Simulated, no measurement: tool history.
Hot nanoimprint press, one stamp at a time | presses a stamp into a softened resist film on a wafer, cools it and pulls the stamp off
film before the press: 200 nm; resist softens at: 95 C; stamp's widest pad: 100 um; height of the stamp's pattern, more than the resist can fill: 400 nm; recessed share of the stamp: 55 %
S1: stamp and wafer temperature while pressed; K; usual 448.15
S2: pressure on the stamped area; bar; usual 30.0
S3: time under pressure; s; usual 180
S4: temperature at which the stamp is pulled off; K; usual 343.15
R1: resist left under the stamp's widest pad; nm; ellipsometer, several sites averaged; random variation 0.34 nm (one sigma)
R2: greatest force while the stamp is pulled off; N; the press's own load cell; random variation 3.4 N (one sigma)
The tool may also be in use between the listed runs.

{"run": 1, "day": 0.0, "S1": 448.15, "S2": 30.0, "S3": 180, "S4": 343.15, "R1": 109.7, "R2": 237}
{"run": 2, "day": 0.508, "S1": 448.15, "S2": 30.0, "S3": 180, "S4": 346.15, "R1": 109.1, "R2": 238}
{"run": 3, "day": 1.208, "S1": 448.15, "S2": 30.0, "S3": 180, "S4": 346.15, "R1": 109.5, "R2": 231}
{"day": 1.654, "done": "stamp cleaned and given a new release coat"}
{"run": 4, "day": 2.496, "S1": 448.15, "S2": 30.0, "S3": 180, "S4": 346.15, "R1": 109.4, "R2": 159}
{"day": 2.708, "done": "plate thermocouple calibrated"}
{"run": 5, "day": 3.612, "S1": 448.15, "S2": 30.0, "S3": 180, "S4": 346.15, "R1": 107.6, "R2": 162}
{"run": 6, "day": 4.058, "S1": 448.15, "S2": 30.0, "S3": 199, "S4": 346.15, "R1": 103.7, "R2": 164}
{"run": 7, "day": 4.867, "S1": 448.15, "S2": 30.0, "S3": 199, "S4": 346.15, "R1": 103.1, "R2": 159}
{"run": 8, "day": 5.325, "S1": 448.15, "S2": 30.0, "S3": 199, "S4": 346.15, "R1": 103.4, "R2": 163}
{"run": 9, "day": 5.871, "S1": 448.15, "S2": 30.0, "S3": 199, "S4": 346.15, "R1": 103.4, "R2": 163}
{"run": 10, "day": 6.525, "S1": 458.15, "S2": 30.0, "S3": 186, "S4": 333.15, "R1": 76.9, "R2": 214}
{"run": 11, "day": 7.425, "S1": 448.15, "S2": 30.0, "S3": 125, "S4": 343.15, "R1": 121.3, "R2": 184}

Forecast each of these 3 alternatives for the next run:
{"day": 7.704, "done": "plate thermocouple calibrated, once more"}
{"run": "A", "day": 8.4, "S1": 448.15, "S2": 28.1, "S3": 180, "S4": 343.15, "R1": "?", "R2": "?"}
{"day": 7.704, "done": "plate thermocouple calibrated, once more"}
{"run": "B", "day": 8.4, "S1": 448.15, "S2": 22.9, "S3": 335, "S4": 344.15, "R1": "?", "R2": "?"}
{"day": 7.704, "done": "plate thermocouple calibrated, once more"}
{"run": "C", "day": 8.4, "S1": 448.15, "S2": 30.0, "S3": 125, "S4": 335.15, "R1": "?", "R2": "?"}

run=A R1=114.4 R2=189
run=B R1=97.6 R2=183
run=C R1=125.7 R2=212
Without the tool's hidden state the same runs would have given:
run=A R1=114.0 R2=166
run=B R1=97.3 R2=161
run=C R1=125.3 R2=187

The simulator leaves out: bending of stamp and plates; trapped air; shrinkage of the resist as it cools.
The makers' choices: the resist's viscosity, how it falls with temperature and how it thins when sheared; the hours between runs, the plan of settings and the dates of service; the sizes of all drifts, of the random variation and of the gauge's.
